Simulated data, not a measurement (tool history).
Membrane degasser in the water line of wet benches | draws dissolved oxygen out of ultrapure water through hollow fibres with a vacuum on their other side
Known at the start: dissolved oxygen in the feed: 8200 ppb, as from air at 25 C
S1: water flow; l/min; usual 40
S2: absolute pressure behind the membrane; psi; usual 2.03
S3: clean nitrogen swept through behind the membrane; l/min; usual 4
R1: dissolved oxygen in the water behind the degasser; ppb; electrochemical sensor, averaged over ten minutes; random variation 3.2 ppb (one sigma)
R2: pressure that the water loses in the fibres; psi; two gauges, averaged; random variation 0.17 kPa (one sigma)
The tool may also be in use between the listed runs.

run,day,S1,S2,S3,R1,R2
1,0,40,2.03,4,336.2,4.248
# day 1.638: vacuum gauge calibrated
2,4.012,40,2.03,4,326.9,4.258
3,7.25,40,2.03,4,327.2,4.248
4,10.071,40,2.03,4,325.7,4.264
5,15.758,40,2.03,4,324.4,4.199
6,19.629,40,2.03,4,335.5,4.228
7,24.638,40,2.03,4,326.4,4.247
8,28.808,40,2.03,4,325.2,4.212
9,33.079,40,2.03,4,331.6,4.273
10,38.054,40,2.03,4,323.4,4.223
11,44.1,40,2.03,4,329.5,4.254
12,47.217,40,2.03,4,332.1,4.293
13,51.438,40,2.03,4,329.3,4.226
14,55.5,40,2.03,4,329.3,4.287
15,61.308,40,2.03,4,334.8,4.303
16,65.533,40,2.03,4,327.3,4.263
17,70.188,40,2.03,4,327.5,4.297
18,75.029,40,2.03,4,332.9,4.282
19,80.112,40,2.03,4,335.5,4.321
20,84.983,40,2.03,4,337.3,4.254
21,88.188,40,2.03,4,334.6,4.273
22,92.279,30,2.03,4.12,218.9,3.237
23,97.062,50,1.49,10.42,252.6,5.407
# day 100.154: seals of the vacuum lines changed
24,102.662,50,1.49,10.42,258.3,5.349
25,105.921,24,2.19,4,183.7,2.598
26,109.45,27,2.48,6.97,149,2.93
27,113.758,27,2.48,6.97,149.5,2.915
28,116.729,60,3.16,3.87,883.2,6.403
29,122.825,60,2.73,2.19,1069.7,6.457
30,126.642,60,2.73,2.19,1072.4,6.445
31,129.662,54,1.61,4,452.2,5.839
32,133.308,25,1.94,6.7,106.2,2.65

4 ways to go on from here, each from the tool as it stands after run 32. What would each give?
A,136.225,25,3.09,6.7,?,?
B,136.225,26,1.94,5.52,?,?
C,136.225,32,2.03,3.71,?,?
D,136.225,25,1.94,4.72,?,?

run,R1,R2
A,176.8,2.66
B,132.9,2.818
C,260.8,3.459
D,142.8,2.712
Without the tool's hidden state the same runs would have given:
run,R1,R2
A,172.7,2.561
B,128.2,2.715
C,251.4,3.332
D,138.5,2.614
